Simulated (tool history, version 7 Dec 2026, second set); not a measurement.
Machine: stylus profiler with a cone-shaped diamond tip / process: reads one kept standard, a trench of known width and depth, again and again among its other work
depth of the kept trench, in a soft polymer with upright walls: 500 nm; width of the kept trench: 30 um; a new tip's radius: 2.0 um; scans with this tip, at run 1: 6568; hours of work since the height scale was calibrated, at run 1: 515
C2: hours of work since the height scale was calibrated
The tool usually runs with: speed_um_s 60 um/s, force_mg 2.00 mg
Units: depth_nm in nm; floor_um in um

Run 1, day 0.000: usual settings; scans with this tip 6568; C2 515. Result: depth_nm 507.26 nm, floor_um 27.04 um.
Run 2, day 0.696: usual settings; scans with this tip 6736; C2 528. Result: depth_nm 506.96 nm, floor_um 27.06 um.
Run 3, day 1.167: usual settings; scans with this tip 6848; C2 537. Result: depth_nm 507.01 nm, floor_um 27.12 um.
Run 4, day 1.546: usual settings; scans with this tip 6940; C2 544. Result: depth_nm 506.95 nm, floor_um 27.02 um.
Run 5, day 2.079: usual settings but speed_um_s 22 um/s; scans with this tip 7068; C2 554. Result: depth_nm 507.07 nm, floor_um 27.27 um.
Run 6, day 2.392: usual settings but speed_um_s 22 um/s; scans with this tip 7143; C2 560. Result: depth_nm 507.16 nm, floor_um 27.20 um.
Run 7, day 3.058: usual settings but speed_um_s 22 um/s; scans with this tip 7305; C2 572. Result: depth_nm 506.88 nm, floor_um 27.24 um.
Run 8, day 3.458: usual settings but speed_um_s 22 um/s; scans with this tip 7401; C2 580. Result: depth_nm 507.18 nm, floor_um 27.23 um.
Run 9, day 3.958: usual settings but speed_um_s 22 um/s; scans with this tip 7521; C2 589. Result: depth_nm 507.11 nm, floor_um 27.25 um.
Run 10, day 4.408: usual settings but speed_um_s 22 um/s; scans with this tip 7630; C2 598. Result: depth_nm 507.26 nm, floor_um 27.28 um.
Run 11, day 4.875: usual settings but speed_um_s 22 um/s; scans with this tip 7742; C2 607. Result: depth_nm 507.20 nm, floor_um 27.21 um.
Run 12, day 5.250: usual settings but speed_um_s 22 um/s, force_mg 4.68 mg; scans with this tip 7832; C2 614. Result: depth_nm 512.45 nm, floor_um 27.29 um.
Run 13, day 5.546: usual settings but speed_um_s 22 um/s, force_mg 4.68 mg; scans with this tip 7903; C2 619. Result: depth_nm 512.39 nm, floor_um 27.30 um.
Run 14, day 5.838: usual settings but speed_um_s 22 um/s, force_mg 5.11 mg; scans with this tip 7974; C2 625. Result: depth_nm 513.17 nm, floor_um 27.30 um.
Run 15, day 6.312: usual settings but speed_um_s 22 um/s, force_mg 5.11 mg; scans with this tip 8089; C2 634. Result: depth_nm 513.18 nm, floor_um 27.27 um.
Run 16, day 6.754: usual settings but speed_um_s 22 um/s, force_mg 5.11 mg; scans with this tip 8195; C2 642. Result: depth_nm 513.40 nm, floor_um 27.27 um.
Run 17, day 7.242: usual settings but force_mg 2.50 mg; scans with this tip 8312; C2 651. Result: depth_nm 507.98 nm, floor_um 27.06 um.
Run 18, day 7.925: usual settings but force_mg 2.50 mg; scans with this tip 8477; C2 664. Result: depth_nm 508.27 nm, floor_um 27.04 um.
Run 19, day 8.304: usual settings but force_mg 0.76 mg; scans with this tip 8568; C2 671. Result: depth_nm 503.84 nm, floor_um 26.83 um.
Run 20, day 8.796: usual settings but speed_um_s 17 um/s, force_mg 2.76 mg; scans with this tip 8687; C2 681. Result: depth_nm 508.97 nm, floor_um 27.31 um.
Run 21, day 9.312: usual settings but speed_um_s 78 um/s, force_mg 1.77 mg; scans with this tip 8811; C2 690. Result: depth_nm 506.34 nm, floor_um 26.90 um.

Run 22 is up next; what results do you expect?
Run 22, day 9.950: usual settings but speed_um_s 78 um/s, force_mg 1.77 mg; scans with this tip 8964; C2 702. Result: depth_nm ?, floor_um ?.

depth_nm: 506.57 nm
floor_um: 26.96 um
If the tool had no hidden condition, the same run with the same run-to-run variation would have returned depth_nm 506.58 nm, floor_um 26.97 um.
